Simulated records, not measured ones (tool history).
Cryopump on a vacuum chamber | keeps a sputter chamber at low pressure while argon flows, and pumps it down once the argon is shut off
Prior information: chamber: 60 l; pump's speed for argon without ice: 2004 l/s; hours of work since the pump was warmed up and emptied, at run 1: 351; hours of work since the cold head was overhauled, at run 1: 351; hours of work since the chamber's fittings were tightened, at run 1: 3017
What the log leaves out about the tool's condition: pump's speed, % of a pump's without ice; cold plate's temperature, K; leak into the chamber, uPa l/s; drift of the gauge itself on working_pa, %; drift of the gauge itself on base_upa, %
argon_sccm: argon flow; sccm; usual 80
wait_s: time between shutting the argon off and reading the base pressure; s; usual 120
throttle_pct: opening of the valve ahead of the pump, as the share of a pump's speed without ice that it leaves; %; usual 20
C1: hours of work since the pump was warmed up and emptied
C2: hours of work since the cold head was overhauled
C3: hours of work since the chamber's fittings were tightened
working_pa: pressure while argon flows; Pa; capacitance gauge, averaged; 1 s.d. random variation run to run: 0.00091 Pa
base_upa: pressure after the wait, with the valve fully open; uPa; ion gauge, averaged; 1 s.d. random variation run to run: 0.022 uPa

run 1 hour=0.0 | argon_sccm=80 wait_s=120 throttle_pct=20 | C1=351 C2=351 C3=3017 | working_pa=0.3429 base_upa=2.02
run 2 hour=63.7 | argon_sccm=80 wait_s=120 throttle_pct=20 | C1=399 C2=399 C3=3065 | working_pa=0.3426 base_upa=2.03
run 3 hour=129.0 | argon_sccm=80 wait_s=120 throttle_pct=20 | C1=449 C2=449 C3=3114 | working_pa=0.3438 base_upa=2.12
run 4 hour=182.6 | argon_sccm=80 wait_s=120 throttle_pct=20 | C1=489 C2=489 C3=3154 | working_pa=0.3469 base_upa=2.14
run 5 hour=253.4 | argon_sccm=80 wait_s=120 throttle_pct=20 | C1=542 C2=542 C3=3208 | working_pa=0.3456 base_upa=2.19
run 6 hour=296.8 | argon_sccm=80 wait_s=120 throttle_pct=20 | C1=575 C2=575 C3=3240 | working_pa=0.3481 base_upa=2.23
run 7 hour=363.7 | argon_sccm=80 wait_s=38 throttle_pct=20 | C1=625 C2=625 C3=3291 | working_pa=0.3478 base_upa=3.02
run 8 hour=403.7 | argon_sccm=80 wait_s=120 throttle_pct=20 | C1=655 C2=655 C3=3321 | working_pa=0.3481 base_upa=2.32
run 9 hour=471.4 | argon_sccm=80 wait_s=120 throttle_pct=20 | C1=706 C2=706 C3=3372 | working_pa=0.3475 base_upa=2.35
-- hour=502.2 leaking fittings of the chamber tightened, without venting
run 10 hour=534.2 | argon_sccm=80 wait_s=120 throttle_pct=20 | C1=752 C2=752 C3=24 | working_pa=0.3505 base_upa=0.58
run 11 hour=609.1 | argon_sccm=80 wait_s=39 throttle_pct=28 | C1=808 C2=808 C3=80 | working_pa=0.2537 base_upa=1.40
-- hour=626.5 pump warmed up, emptied and cooled again
run 12 hour=702.7 | argon_sccm=46 wait_s=110 throttle_pct=20 | C1=57 C2=875 C3=147 | working_pa=0.1957 base_upa=0.64
run 13 hour=755.4 | argon_sccm=46 wait_s=110 throttle_pct=20 | C1=97 C2=915 C3=187 | working_pa=0.1953 base_upa=0.67
run 14 hour=791.3 | argon_sccm=46 wait_s=110 throttle_pct=20 | C1=124 C2=942 C3=214 | working_pa=0.1951 base_upa=0.69
run 15 hour=869.5 | argon_sccm=150 wait_s=120 throttle_pct=40 | C1=183 C2=1001 C3=273 | working_pa=0.3233 base_upa=0.64
run 16 hour=932.7 | argon_sccm=56 wait_s=65 throttle_pct=20 | C1=231 C2=1048 C3=320 | working_pa=0.2392 base_upa=1.01
run 17 hour=981.2 | argon_sccm=56 wait_s=22 throttle_pct=20 | C1=267 C2=1085 C3=357 | working_pa=0.2383 base_upa=2.44
run 18 hour=1037.2 | argon_sccm=56 wait_s=22 throttle_pct=20 | C1=309 C2=1127 C3=399 | working_pa=0.2389 base_upa=2.45
run 19 hour=1078.5 | argon_sccm=74 wait_s=120 throttle_pct=22 | C1=340 C2=1158 C3=430 | working_pa=0.2894 base_upa=0.72

Below are 3 alternative next runs, each starting from the tool's condition after run 19. Predict each:
run A hour=1118.5 | argon_sccm=65 wait_s=120 throttle_pct=17 | C1=370 C2=1188 C3=460 | working_pa=? base_upa=?
run B hour=1118.5 | argon_sccm=48 wait_s=120 throttle_pct=31 | C1=370 C2=1188 C3=460 | working_pa=? base_upa=?
run C hour=1118.5 | argon_sccm=75 wait_s=51 throttle_pct=15 | C1=370 C2=1188 C3=460 | working_pa=? base_upa=?

run=A working_pa=0.3273 base_upa=0.77
run=B working_pa=0.1351 base_upa=0.76
run=C working_pa=0.4294 base_upa=1.29
With the hidden condition removed and each run's random variation left untouched, the same runs would have given:
run=A working_pa=0.3218 base_upa=0.53
run=B working_pa=0.1310 base_upa=0.51
run=C working_pa=0.4230 base_upa=1.05
